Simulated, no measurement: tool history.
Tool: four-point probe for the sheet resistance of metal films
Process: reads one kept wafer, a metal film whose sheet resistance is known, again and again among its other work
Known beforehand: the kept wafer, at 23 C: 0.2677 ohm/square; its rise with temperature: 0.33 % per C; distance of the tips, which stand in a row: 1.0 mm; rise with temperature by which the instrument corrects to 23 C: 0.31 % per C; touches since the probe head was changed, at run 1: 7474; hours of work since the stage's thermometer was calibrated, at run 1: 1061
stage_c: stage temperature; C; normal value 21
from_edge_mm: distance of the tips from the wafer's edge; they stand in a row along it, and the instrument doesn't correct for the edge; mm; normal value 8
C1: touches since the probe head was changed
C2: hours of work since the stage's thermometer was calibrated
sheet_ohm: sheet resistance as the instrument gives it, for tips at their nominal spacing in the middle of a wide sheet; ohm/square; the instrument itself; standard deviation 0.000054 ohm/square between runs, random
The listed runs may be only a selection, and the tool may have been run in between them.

Run 1, hour 0: usual settings; C1 7474; C2 1061. Result: sheet_ohm 0.269783 ohm/square.
Run 2, hour 53.7: usual settings; C1 8451; C2 1092. Result: sheet_ohm 0.26987 ohm/square.
Run 3, hour 89.1: usual settings; C1 9096; C2 1113. Result: sheet_ohm 0.269784 ohm/square.
Run 4, hour 120.9: usual settings; C1 9674; C2 1132. Result: sheet_ohm 0.269882 ohm/square.
Run 5, hour 152.6: usual settings; C1 10252; C2 1151. Result: sheet_ohm 0.269788 ohm/square.
Run 6, hour 188.3: usual settings; C1 10902; C2 1172. Result: sheet_ohm 0.269884 ohm/square.
Run 7, hour 243.3: usual settings; C1 11903; C2 1204. Result: sheet_ohm 0.269874 ohm/square.
Run 8, hour 295.2: usual settings but from_edge_mm 7 mm; C1 12848; C2 1235. Result: sheet_ohm 0.270526 ohm/square.
Run 9, hour 344.7: usual settings but from_edge_mm 7 mm; C1 13749; C2 1264. Result: sheet_ohm 0.270442 ohm/square.
Run 10, hour 389: usual settings but from_edge_mm 7 mm; C1 14557; C2 1290. Result: sheet_ohm 0.270442 ohm/square.
Run 11, hour 433.4: usual settings but stage_c 25 C, from_edge_mm 35 mm; C1 15364; C2 1316. Result: sheet_ohm 0.267973 ohm/square.
Run 12, hour 466.6: usual settings but from_edge_mm 4 mm; C1 15968; C2 1335. Result: sheet_ohm 0.276186 ohm/square.
Run 13, hour 517.2: usual settings but from_edge_mm 4 mm; C1 16890; C2 1365. Result: sheet_ohm 0.276347 ohm/square.
Run 14, hour 558.6: usual settings but stage_c 26 C; C1 17643; C2 1389. Result: sheet_ohm 0.27018 ohm/square.
Run 15, hour 587.5: usual settings but stage_c 28 C; C1 18169; C2 1406. Result: sheet_ohm 0.270305 ohm/square.
Run 16, hour 631.9: usual settings but stage_c 24 C, from_edge_mm 6 mm; C1 18977; C2 1433. Result: sheet_ohm 0.271685 ohm/square.
Run 17, hour 677.8: usual settings but stage_c 23 C; C1 19814; C2 1460. Result: sheet_ohm 0.270007 ohm/square.
Run 18, hour 728.4: usual settings but stage_c 23 C; C1 20734; C2 1489. Result: sheet_ohm 0.270018 ohm/square.
Run 19, hour 763.6: usual settings but stage_c 25 C, from_edge_mm 12 mm; C1 21375; C2 1510. Result: sheet_ohm 0.268911 ohm/square.

Consider 4 possible next runs. They are alternatives, not a sequence: every one starts from the tool as it was left by run 19. What does each give?
Run A, hour 809.8: usual settings but stage_c 20 C, from_edge_mm 43 mm; C1 22217; C2 1537. Result: sheet_ohm ?.
Run B, hour 809.8: usual settings but stage_c 35 C, from_edge_mm 75 mm; C1 22217; C2 1537. Result: sheet_ohm ?.
Run C, hour 809.8: usual settings but stage_c 22 C, from_edge_mm 62 mm; C1 22217; C2 1537. Result: sheet_ohm ?.
Run D, hour 809.8: usual settings but stage_c 33 C, from_edge_mm 18 mm; C1 22217; C2 1537. Result: sheet_ohm ?.

run  sheet_ohm
  A   0.267569
  B    0.26851
  C   0.267653
  D    0.26875
What these runs would have given with no unlogged condition in the tool:
run  sheet_ohm
  A   0.267549
  B    0.26849
  C   0.267633
  D    0.26873
